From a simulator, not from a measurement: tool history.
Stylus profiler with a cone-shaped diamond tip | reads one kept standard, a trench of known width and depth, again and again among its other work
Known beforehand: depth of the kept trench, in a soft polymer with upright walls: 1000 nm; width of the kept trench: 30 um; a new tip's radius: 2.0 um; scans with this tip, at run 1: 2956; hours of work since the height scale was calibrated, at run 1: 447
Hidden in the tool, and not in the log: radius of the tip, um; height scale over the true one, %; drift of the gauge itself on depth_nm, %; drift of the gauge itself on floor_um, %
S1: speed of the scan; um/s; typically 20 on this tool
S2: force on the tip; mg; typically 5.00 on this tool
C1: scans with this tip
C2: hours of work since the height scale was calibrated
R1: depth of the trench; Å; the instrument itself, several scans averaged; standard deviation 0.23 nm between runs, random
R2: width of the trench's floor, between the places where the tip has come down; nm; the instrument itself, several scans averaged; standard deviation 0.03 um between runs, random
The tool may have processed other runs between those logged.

| run | day | S1 | S2 | C1 | C2 | R1 | R2 |
|---|---|---|---|---|---|---|---|
| 1 | 0.000 | 20 | 5.00 | 2956 | 447 | 10089.0 | 26070 |
| 2 | 2.717 | 20 | 10.25 | 3261 | 493 | 10161.2 | 26000 |
| 3 | 5.833 | 20 | 10.25 | 3612 | 546 | 10154.3 | 25910 |
| 4 | 9.892 | 20 | 10.25 | 4069 | 615 | 10155.6 | 25920 |
| 5 | 13.192 | 20 | 6.40 | 4440 | 671 | 10101.0 | 25860 |
| 6 | 15.133 | 20 | 6.40 | 4659 | 704 | 10095.7 | 25830 |
| 7 | 19.079 | 20 | 6.40 | 5103 | 772 | 10089.2 | 25820 |
| 8 | 22.021 | 17 | 6.40 | 5434 | 822 | 10093.1 | 25760 |
| 9 | 25.092 | 17 | 6.40 | 5780 | 874 | 10084.8 | 25760 |
| 10 | 28.654 | 17 | 6.40 | 6181 | 935 | 10084.9 | 25650 |
| 11 | 31.350 | 17 | 2.26 | 6484 | 980 | 10011.5 | 25670 |
| 12 | 35.262 | 17 | 2.26 | 6924 | 1047 | 10010.8 | 25630 |
| 13 | 39.104 | 17 | 2.26 | 7357 | 1112 | 10003.6 | 25570 |
| 14 | 41.558 | 19 | 3.83 | 7633 | 1154 | 10034.5 | 25540 |
| 15 | 44.546 | 19 | 3.83 | 7969 | 1205 | 10029.3 | 25500 |
| 16 | 47.971 | 19 | 3.83 | 8355 | 1263 | 10029.0 | 25470 |
|  | 48.204 | height scale calibrated on a step standard |
| 17 | 52.046 | 19 | 3.83 | 8811 | 65 | 9997.2 | 25460 |
| 18 | 54.221 | 54 | 2.66 | 9056 | 102 | 9971.6 | 25220 |
| 19 | 56.625 | 53 | 2.12 | 9326 | 143 | 9955.6 | 25180 |
| 20 | 60.292 | 19 | 2.01 | 9739 | 206 | 9950.8 | 25260 |
| 21 | 63.417 | 8 | 8.55 | 10091 | 259 | 10056.2 | 25320 |
|  | 66.192 | height scale calibrated on a step standard, once more |
| 22 | 67.671 | 8 | 8.55 | 10567 | 25 | 10159.5 | 25320 |
| 23 | 71.608 | 8 | 6.39 | 11010 | 92 | 10132.7 | 25240 |
| 24 | 74.154 | 30 | 7.25 | 11297 | 135 | 10148.9 | 25200 |
| 25 | 77.729 | 27 | 6.63 | 11699 | 196 | 10127.9 | 25140 |

How the hidden state differs across the entries between the runs, from the last listed run before each to the first after it:
After run 16, before run 17: height scale calibrated on a step standard (day 48.204)
  radius of the tip, um: 3 -> 3.05; height scale over the true one, %: -0.698 -> -1.056
  measured result minus the result with no hidden state, R1: -70.5 -> -106.8 Å; R2: -1010 -> -1050 nm
After run 21, before run 22: height scale calibrated on a step standard, once more (day 66.192)
  radius of the tip, um: 3.19 -> 3.24; height scale over the true one, %: -1.149 -> -0.048
  measured result minus the result with no hidden state, R1: -116.9 -> -4.8 Å; R2: -1170 -> -1220 nm
